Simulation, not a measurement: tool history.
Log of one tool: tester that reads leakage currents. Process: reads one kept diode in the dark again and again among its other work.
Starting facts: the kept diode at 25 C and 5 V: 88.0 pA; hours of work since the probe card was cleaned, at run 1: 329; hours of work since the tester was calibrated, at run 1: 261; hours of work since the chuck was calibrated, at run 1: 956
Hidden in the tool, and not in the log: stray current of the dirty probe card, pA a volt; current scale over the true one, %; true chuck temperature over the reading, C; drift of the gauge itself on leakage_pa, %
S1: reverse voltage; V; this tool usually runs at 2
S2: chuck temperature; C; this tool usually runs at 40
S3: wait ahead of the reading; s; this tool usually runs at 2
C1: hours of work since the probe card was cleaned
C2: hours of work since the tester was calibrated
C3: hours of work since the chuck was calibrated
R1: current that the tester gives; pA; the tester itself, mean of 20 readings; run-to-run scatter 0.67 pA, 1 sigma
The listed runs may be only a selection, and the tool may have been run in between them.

run   hour     S1  S2    S3    C1    C2    C3      R1
  1      0      2  40     2   329   261   956  196.07
  2   30.5      2  40     2   353   285   980  195.65
  3   75.9      2  40     2   389   321  1016  194.79
  4  112.4      2  28     2   418   350  1045   71.09
  5  162.3      2  28     2   458   390  1084   70.92
       167  -- chuck's temperature calibrated
  6  203.1      2  28     2   488   420    29   66.31
  7  227.6      2  40     2   508   440    48  180.44
  8  255.3      2  40     2   530   462    70   180.2
  9  293.8      2  40     2   560   492   100  180.01
 10  341.8      2  40     2   598   530   138  177.78
     354.3  -- chuck's temperature calibrated, once more
 11  390.5      2  40     2   635   567    29  221.44
 12  430.2      2  40     2   667   599    60  222.03
 13  476.7      2  40     2   703   635    97  219.54
 14  516.6      2  40     2   735   667   129   218.8
 15  566.7      2  40     2   775   707   168  218.62
 16  587.8   1.73  50   3.1   791   723   185   446.5
 17  608.9   8.75  37  0.93   808   740   202  291.68
 18  658.8      2  40     1   848   779   241  215.54
 19  695.5      2  40     1   877   808   270     215
 20  723.1      2  40     1   898   830   292  216.22
 21    763      2  40     1   930   862   324  214.29
 22  791.5  10.12  25  1.47   953   884   346  109.59
 23  829.6   5.45  54  7.01   983   915   376  892.69
 24  862.2   5.45  54  7.01  1009   940   402  883.73
 25  882.9   5.45  54  7.01  1025   957   418   883.1
 26  928.2   5.45  54  7.01  1061   993   454  883.33
 27  950.8   5.45  39  7.01  1079  1010   472  277.97
 28  990.9  16.39  31   2.5  1110  1042   504   215.4

Below are 3 alternative next runs, each starting from the tool's condition after run 28. Predict each:
  A  1039.7  16.39  20  4.49  1149  1081  543   ?
  B  1039.7  16.39  44   2.5  1149  1081  543   ?
  C  1039.7      2  40  4.09  1149  1081  543   ?

run      R1
  A   82.32
  B  611.95
  C  208.34
With the hidden condition removed and each run's random variation left untouched, the same runs would have given:
run      R1
  A    86.7
  B  647.45
  C  221.12

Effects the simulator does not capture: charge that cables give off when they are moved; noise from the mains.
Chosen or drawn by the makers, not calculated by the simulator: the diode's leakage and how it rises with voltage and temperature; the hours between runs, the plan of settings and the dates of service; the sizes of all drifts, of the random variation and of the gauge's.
